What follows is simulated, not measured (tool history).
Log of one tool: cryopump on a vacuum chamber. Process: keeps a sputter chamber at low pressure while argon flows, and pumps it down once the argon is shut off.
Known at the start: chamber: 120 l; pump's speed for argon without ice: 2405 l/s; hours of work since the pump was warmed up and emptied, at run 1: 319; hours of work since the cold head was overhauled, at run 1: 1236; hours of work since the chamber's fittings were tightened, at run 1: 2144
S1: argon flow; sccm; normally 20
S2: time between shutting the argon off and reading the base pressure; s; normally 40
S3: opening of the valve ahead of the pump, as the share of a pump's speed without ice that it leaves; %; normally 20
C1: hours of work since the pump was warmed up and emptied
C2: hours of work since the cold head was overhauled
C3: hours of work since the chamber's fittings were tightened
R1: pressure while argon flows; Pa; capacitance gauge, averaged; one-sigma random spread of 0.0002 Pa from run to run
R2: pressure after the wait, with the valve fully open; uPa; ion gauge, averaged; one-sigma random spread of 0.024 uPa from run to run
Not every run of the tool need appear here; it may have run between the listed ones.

run,day,S1,S2,S3,C1,C2,C3,R1,R2
1,0.000,20,40,20,319,1236,2144,0.0716,1.76
2,3.558,20,40,20,385,1301,2210,0.0720,1.82
3,7.062,12,40,20,450,1366,2274,0.0431,1.81
4,10.533,12,40,20,514,1430,2338,0.0430,1.88
5,14.533,20,40,20,587,1504,2412,0.0724,1.83
6,17.742,15,40,20,647,1563,2471,0.0544,1.98
# day 19.158: leaking fittings of the chamber tightened, without venting
7,20.767,8,40,20,701,1617,30,0.0293,0.93
8,23.596,15,40,20,753,1670,82,0.0546,0.93
9,26.833,15,40,20,813,1729,142,0.0544,0.95
# day 27.996: pump warmed up, emptied and cooled again
10,29.925,20,189,20,36,1782,195,0.0707,0.36
11,32.304,20,189,20,79,1826,239,0.0711,0.39
12,34.088,20,189,20,112,1859,272,0.0712,0.42
13,36.317,9,40,20,154,1900,313,0.0320,1.01
14,39.092,9,40,20,205,1951,364,0.0321,1.01
15,42.288,20,164,20,264,2010,423,0.0713,0.47
16,44.258,20,164,20,300,2047,459,0.0712,0.53

Forecast each of these 3 alternatives for the next run:
A,46.638,16,38,25,344,2091,503,?,?
B,46.638,10,40,40,344,2091,503,?,?
C,46.638,16,164,16,344,2091,503,?,?

run,R1,R2
A,0.0460,1.20
B,0.0182,1.05
C,0.0712,0.57
The same runs, with their run-to-run variation unchanged, on a tool lacking any hidden condition would have given:
run,R1,R2
A,0.0450,0.95
B,0.0175,0.82
C,0.0702,0.34
